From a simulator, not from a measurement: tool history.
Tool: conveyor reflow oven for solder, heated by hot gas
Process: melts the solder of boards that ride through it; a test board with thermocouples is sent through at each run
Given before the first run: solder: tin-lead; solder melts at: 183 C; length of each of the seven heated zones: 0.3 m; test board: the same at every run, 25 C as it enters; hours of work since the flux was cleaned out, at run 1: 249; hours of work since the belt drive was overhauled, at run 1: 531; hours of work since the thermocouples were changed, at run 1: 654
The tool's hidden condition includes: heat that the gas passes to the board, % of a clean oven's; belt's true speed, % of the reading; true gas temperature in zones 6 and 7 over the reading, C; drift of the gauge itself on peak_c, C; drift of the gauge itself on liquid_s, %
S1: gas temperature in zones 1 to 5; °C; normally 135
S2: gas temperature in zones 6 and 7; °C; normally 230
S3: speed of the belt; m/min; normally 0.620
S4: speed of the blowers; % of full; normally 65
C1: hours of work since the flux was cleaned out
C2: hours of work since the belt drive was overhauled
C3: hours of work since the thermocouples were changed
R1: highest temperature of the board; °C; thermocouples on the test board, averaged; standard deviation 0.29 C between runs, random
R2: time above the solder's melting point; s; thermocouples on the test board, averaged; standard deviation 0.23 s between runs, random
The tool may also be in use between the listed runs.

run 1 hour=0.0 | S1=135 S2=230 S3=0.620 S4=65 | C1=249 C2=531 C3=654 | R1=211.2 R2=37.8
run 2 hour=39.6 | S1=135 S2=230 S3=0.501 S4=65 | C1=268 C2=550 C3=673 | R1=218.2 R2=54.0
run 3 hour=130.3 | S1=135 S2=230 S3=0.620 S4=65 | C1=311 C2=593 C3=716 | R1=210.1 R2=37.5
run 4 hour=171.2 | S1=141 S2=230 S3=0.620 S4=65 | C1=331 C2=613 C3=736 | R1=211.9 R2=40.3
run 5 hour=226.3 | S1=135 S2=230 S3=0.620 S4=65 | C1=357 C2=639 C3=762 | R1=210.1 R2=37.1
-- hour=237.9 flux residue cleaned out of gas plates and filters
run 6 hour=326.6 | S1=135 S2=241 S3=0.620 S4=65 | C1=42 C2=685 C3=808 | R1=222.9 R2=45.5
run 7 hour=383.1 | S1=135 S2=241 S3=0.620 S4=65 | C1=69 C2=712 C3=835 | R1=222.5 R2=45.8
run 8 hour=473.4 | S1=135 S2=241 S3=0.620 S4=65 | C1=113 C2=755 C3=878 | R1=222.2 R2=45.6
run 9 hour=538.5 | S1=135 S2=241 S3=0.613 S4=65 | C1=144 C2=786 C3=909 | R1=221.2 R2=46.1
run 10 hour=613.3 | S1=135 S2=241 S3=0.613 S4=65 | C1=179 C2=822 C3=945 | R1=221.8 R2=45.7
run 11 hour=693.9 | S1=135 S2=243 S3=0.620 S4=65 | C1=218 C2=860 C3=983 | R1=223.2 R2=45.8
run 12 hour=748.5 | S1=135 S2=243 S3=0.620 S4=65 | C1=244 C2=886 C3=1009 | R1=222.5 R2=45.3
run 13 hour=800.3 | S1=135 S2=243 S3=0.620 S4=65 | C1=269 C2=911 C3=1034 | R1=222.9 R2=45.3
run 14 hour=843.2 | S1=135 S2=230 S3=0.620 S4=64 | C1=289 C2=931 C3=1055 | R1=211.4 R2=38.1
run 15 hour=897.6 | S1=135 S2=230 S3=0.620 S4=86 | C1=315 C2=957 C3=1081 | R1=217.1 R2=42.8
run 16 hour=973.1 | S1=135 S2=225 S3=0.620 S4=83 | C1=351 C2=993 C3=1117 | R1=212.1 R2=39.7
-- hour=1002.9 flux residue cleaned out of gas plates and filters
run 17 hour=1020.7 | S1=135 S2=225 S3=0.620 S4=83 | C1=8 C2=1014 C3=1137 | R1=214.9 R2=41.9
run 18 hour=1088.9 | S1=135 S2=244 S3=0.619 S4=83 | C1=41 C2=1046 C3=1170 | R1=231.1 R2=50.6
run 19 hour=1185.0 | S1=135 S2=244 S3=0.619 S4=83 | C1=87 C2=1092 C3=1216 | R1=231.1 R2=51.0
run 20 hour=1245.8 | S1=135 S2=244 S3=0.632 S4=83 | C1=116 C2=1121 C3=1245 | R1=230.3 R2=49.1
run 21 hour=1327.9 | S1=135 S2=219 S3=0.657 S4=65 | C1=155 C2=1161 C3=1284 | R1=202.4 R2=29.3
run 22 hour=1371.4 | S1=135 S2=219 S3=0.657 S4=65 | C1=176 C2=1181 C3=1305 | R1=202.2 R2=28.4
run 23 hour=1465.3 | S1=142 S2=245 S3=0.657 S4=65 | C1=221 C2=1226 C3=1349 | R1=225.0 R2=46.5
run 24 hour=1529.5 | S1=135 S2=224 S3=0.595 S4=58 | C1=252 C2=1257 C3=1380 | R1=207.3 R2=36.6
run 25 hour=1608.8 | S1=135 S2=224 S3=0.595 S4=58 | C1=289 C2=1295 C3=1418 | R1=206.8 R2=36.4
run 26 hour=1697.9 | S1=127 S2=242 S3=0.595 S4=68 | C1=332 C2=1337 C3=1461 | R1=223.4 R2=46.4
-- hour=1708.2 thermocouples of zones 6 and 7 changed
-- hour=1763.6 flux residue cleaned out of gas plates and filters
run 27 hour=1796.1 | S1=127 S2=242 S3=0.720 S4=68 | C1=16 C2=1381 C3=40 | R1=214.5 R2=33.3
run 28 hour=1869.2 | S1=121 S2=230 S3=0.680 S4=69 | C1=50 C2=1416 C3=75 | R1=206.7 R2=28.4
run 29 hour=1944.6 | S1=128 S2=230 S3=0.730 S4=58 | C1=86 C2=1452 C3=111 | R1=199.8 R2=21.4

Consider 3 possible next runs. They are alternatives, not a sequence: every one starts from the tool as it was left by run 29. What does each give?
run A hour=2022.8 | S1=135 S2=222 S3=0.714 S4=65 | C1=124 C2=1489 C3=148 | R1=? R2=?
run B hour=2022.8 | S1=128 S2=223 S3=0.654 S4=58 | C1=124 C2=1489 C3=148 | R1=? R2=?
run C hour=2022.8 | S1=128 S2=224 S3=0.730 S4=51 | C1=124 C2=1489 C3=148 | R1=? R2=?

run=A R1=198.7 R2=23.1
run=B R1=198.6 R2=23.4
run=C R1=191.6 R2=12.7
Had the tool no hidden state, the same runs would have come out as:
run=A R1=199.3 R2=23.5
run=B R1=199.0 R2=23.7
run=C R1=192.0 R2=13.0
